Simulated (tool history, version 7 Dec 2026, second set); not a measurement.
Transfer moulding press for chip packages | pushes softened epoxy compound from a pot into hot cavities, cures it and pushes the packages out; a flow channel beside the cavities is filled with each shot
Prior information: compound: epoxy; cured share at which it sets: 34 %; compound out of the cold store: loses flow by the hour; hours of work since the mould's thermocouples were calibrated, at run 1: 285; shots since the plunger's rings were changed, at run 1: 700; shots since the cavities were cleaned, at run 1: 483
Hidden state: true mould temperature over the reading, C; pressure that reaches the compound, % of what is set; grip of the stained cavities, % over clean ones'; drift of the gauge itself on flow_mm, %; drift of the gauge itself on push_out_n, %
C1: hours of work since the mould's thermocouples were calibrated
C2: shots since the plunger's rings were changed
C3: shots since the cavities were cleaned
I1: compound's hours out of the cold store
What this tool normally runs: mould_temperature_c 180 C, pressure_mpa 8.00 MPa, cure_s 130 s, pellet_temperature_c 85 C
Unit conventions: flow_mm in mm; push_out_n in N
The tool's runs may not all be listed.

{"run": 1, "hour": 0.0, "mould_temperature_c": 180, "pressure_mpa": 8.0, "cure_s": 130, "pellet_temperature_c": 85, "C1": 285, "C2": 700, "C3": 483, "I1": 38.0, "flow_mm": 670, "push_out_n": 167}
{"run": 2, "hour": 14.5, "mould_temperature_c": 180, "pressure_mpa": 8.0, "cure_s": 130, "pellet_temperature_c": 85, "C1": 292, "C2": 796, "C3": 579, "I1": 39.9, "flow_mm": 660, "push_out_n": 174}
{"run": 3, "hour": 38.9, "mould_temperature_c": 180, "pressure_mpa": 9.81, "cure_s": 130, "pellet_temperature_c": 85, "C1": 304, "C2": 958, "C3": 741, "I1": 46.8, "flow_mm": 694, "push_out_n": 165}
{"hour": 59.3, "done": "cavities cleaned with cleaning compound and waxed"}
{"run": 4, "hour": 59.3, "mould_temperature_c": 180, "pressure_mpa": 8.84, "cure_s": 130, "pellet_temperature_c": 85, "C1": 313, "C2": 1084, "C3": 0, "I1": 32.0, "flow_mm": 726, "push_out_n": 171}
{"run": 5, "hour": 85.3, "mould_temperature_c": 180, "pressure_mpa": 8.84, "cure_s": 130, "pellet_temperature_c": 85, "C1": 326, "C2": 1256, "C3": 172, "I1": 34.5, "flow_mm": 712, "push_out_n": 166}
{"run": 6, "hour": 97.8, "mould_temperature_c": 180, "pressure_mpa": 8.0, "cure_s": 130, "pellet_temperature_c": 85, "C1": 332, "C2": 1339, "C3": 255, "I1": 23.3, "flow_mm": 729, "push_out_n": 172}
{"run": 7, "hour": 119.8, "mould_temperature_c": 180, "pressure_mpa": 8.0, "cure_s": 130, "pellet_temperature_c": 85, "C1": 343, "C2": 1485, "C3": 401, "I1": 36.8, "flow_mm": 672, "push_out_n": 172}
{"run": 8, "hour": 147.3, "mould_temperature_c": 180, "pressure_mpa": 8.0, "cure_s": 130, "pellet_temperature_c": 85, "C1": 356, "C2": 1668, "C3": 584, "I1": 23.5, "flow_mm": 729, "push_out_n": 170}
{"run": 9, "hour": 168.7, "mould_temperature_c": 180, "pressure_mpa": 8.0, "cure_s": 130, "pellet_temperature_c": 85, "C1": 367, "C2": 1810, "C3": 726, "I1": 35.3, "flow_mm": 676, "push_out_n": 177}
{"run": 10, "hour": 184.3, "mould_temperature_c": 180, "pressure_mpa": 8.0, "cure_s": 130, "pellet_temperature_c": 85, "C1": 374, "C2": 1914, "C3": 830, "I1": 40.8, "flow_mm": 652, "push_out_n": 176}
{"hour": 192.4, "done": "cavities cleaned with cleaning compound and waxed"}
{"run": 11, "hour": 209.3, "mould_temperature_c": 180, "pressure_mpa": 8.0, "cure_s": 130, "pellet_temperature_c": 85, "C1": 386, "C2": 2069, "C3": 112, "I1": 21.5, "flow_mm": 739, "push_out_n": 174}
{"run": 12, "hour": 226.3, "mould_temperature_c": 181, "pressure_mpa": 8.0, "cure_s": 130, "pellet_temperature_c": 85, "C1": 394, "C2": 2182, "C3": 225, "I1": 18.7, "flow_mm": 748, "push_out_n": 168}
{"run": 13, "hour": 251.2, "mould_temperature_c": 180, "pressure_mpa": 8.0, "cure_s": 130, "pellet_temperature_c": 87, "C1": 406, "C2": 2347, "C3": 390, "I1": 43.0, "flow_mm": 641, "push_out_n": 170}
{"run": 14, "hour": 265.2, "mould_temperature_c": 180, "pressure_mpa": 8.0, "cure_s": 130, "pellet_temperature_c": 85, "C1": 413, "C2": 2440, "C3": 483, "I1": 9.8, "flow_mm": 793, "push_out_n": 182}
{"run": 15, "hour": 286.8, "mould_temperature_c": 180, "pressure_mpa": 8.0, "cure_s": 130, "pellet_temperature_c": 79, "C1": 423, "C2": 2584, "C3": 627, "I1": 14.1, "flow_mm": 769, "push_out_n": 179}
{"run": 16, "hour": 299.9, "mould_temperature_c": 184, "pressure_mpa": 8.0, "cure_s": 130, "pellet_temperature_c": 85, "C1": 430, "C2": 2671, "C3": 714, "I1": 25.9, "flow_mm": 706, "push_out_n": 165}
{"hour": 325.0, "done": "cavities cleaned with cleaning compound and waxed"}
{"run": 17, "hour": 328.4, "mould_temperature_c": 186, "pressure_mpa": 8.12, "cure_s": 130, "pellet_temperature_c": 78, "C1": 443, "C2": 2850, "C3": 23, "I1": 24.2, "flow_mm": 714, "push_out_n": 164}
{"run": 18, "hour": 350.0, "mould_temperature_c": 174, "pressure_mpa": 6.65, "cure_s": 160, "pellet_temperature_c": 95, "C1": 453, "C2": 2993, "C3": 166, "I1": 18.6, "flow_mm": 704, "push_out_n": 172}
{"hour": 361.4, "done": "plunger's sealing rings changed"}
{"run": 19, "hour": 368.9, "mould_temperature_c": 174, "pressure_mpa": 6.65, "cure_s": 160, "pellet_temperature_c": 95, "C1": 461, "C2": 49, "C3": 275, "I1": 35.8, "flow_mm": 631, "push_out_n": 171}
{"hour": 382.2, "done": "mould's thermocouples calibrated"}
{"run": 20, "hour": 390.7, "mould_temperature_c": 174, "pressure_mpa": 6.65, "cure_s": 160, "pellet_temperature_c": 79, "C1": 4, "C2": 181, "C3": 407, "I1": 25.7, "flow_mm": 671, "push_out_n": 177}
{"run": 21, "hour": 409.2, "mould_temperature_c": 174, "pressure_mpa": 6.65, "cure_s": 160, "pellet_temperature_c": 79, "C1": 13, "C2": 304, "C3": 530, "I1": 8.0, "flow_mm": 752, "push_out_n": 173}
{"run": 22, "hour": 425.2, "mould_temperature_c": 174, "pressure_mpa": 6.65, "cure_s": 160, "pellet_temperature_c": 79, "C1": 21, "C2": 410, "C3": 636, "I1": 9.9, "flow_mm": 748, "push_out_n": 179}
{"run": 23, "hour": 441.3, "mould_temperature_c": 174, "pressure_mpa": 6.65, "cure_s": 160, "pellet_temperature_c": 79, "C1": 29, "C2": 516, "C3": 742, "I1": 16.8, "flow_mm": 709, "push_out_n": 181}
{"run": 24, "hour": 457.2, "mould_temperature_c": 180, "pressure_mpa": 8.0, "cure_s": 130, "pellet_temperature_c": 79, "C1": 36, "C2": 622, "C3": 848, "I1": 17.3, "flow_mm": 761, "push_out_n": 177}
{"hour": 462.7, "done": "cavities cleaned with cleaning compound and waxed"}
{"run": 25, "hour": 475.0, "mould_temperature_c": 180, "pressure_mpa": 8.0, "cure_s": 130, "pellet_temperature_c": 79, "C1": 44, "C2": 730, "C3": 81, "I1": 8.8, "flow_mm": 800, "push_out_n": 175}
{"run": 26, "hour": 486.5, "mould_temperature_c": 180, "pressure_mpa": 6.92, "cure_s": 148, "pellet_temperature_c": 85, "C1": 50, "C2": 806, "C3": 157, "I1": 11.6, "flow_mm": 732, "push_out_n": 170}
{"run": 27, "hour": 497.7, "mould_temperature_c": 180, "pressure_mpa": 6.92, "cure_s": 148, "pellet_temperature_c": 85, "C1": 55, "C2": 881, "C3": 232, "I1": 28.6, "flow_mm": 656, "push_out_n": 160}
{"run": 28, "hour": 512.3, "mould_temperature_c": 179, "pressure_mpa": 8.47, "cure_s": 111, "pellet_temperature_c": 83, "C1": 63, "C2": 978, "C3": 329, "I1": 19.5, "flow_mm": 770, "push_out_n": 215}
{"run": 29, "hour": 537.8, "mould_temperature_c": 180, "pressure_mpa": 8.64, "cure_s": 158, "pellet_temperature_c": 84, "C1": 75, "C2": 1147, "C3": 498, "I1": 40.4, "flow_mm": 681, "push_out_n": 156}
{"run": 30, "hour": 557.9, "mould_temperature_c": 180, "pressure_mpa": 8.64, "cure_s": 158, "pellet_temperature_c": 84, "C1": 85, "C2": 1281, "C3": 632, "I1": 42.8, "flow_mm": 670, "push_out_n": 156}

Predict each of these 3 candidate next runs independently; none follows another, all start after run 30:
{"run": "A", "hour": 581.5, "mould_temperature_c": 176, "pressure_mpa": 9.53, "cure_s": 158, "pellet_temperature_c": 84, "C1": 96, "C2": 1437, "C3": 788, "I1": 34.0, "flow_mm": "?", "push_out_n": "?"}
{"run": "B", "hour": 581.5, "mould_temperature_c": 180, "pressure_mpa": 8.64, "cure_s": 139, "pellet_temperature_c": 84, "C1": 96, "C2": 1437, "C3": 788, "I1": 15.4, "flow_mm": "?", "push_out_n": "?"}
{"run": "C", "hour": 581.5, "mould_temperature_c": 180, "pressure_mpa": 8.64, "cure_s": 122, "pellet_temperature_c": 84, "C1": 96, "C2": 1437, "C3": 788, "I1": 24.4, "flow_mm": "?", "push_out_n": "?"}

run=A flow_mm=760 push_out_n=165
run=B flow_mm=797 push_out_n=174
run=C flow_mm=753 push_out_n=186
Without the tool's hidden state the same runs would have given:
run=A flow_mm=760 push_out_n=164
run=B flow_mm=797 push_out_n=173
run=C flow_mm=753 push_out_n=185
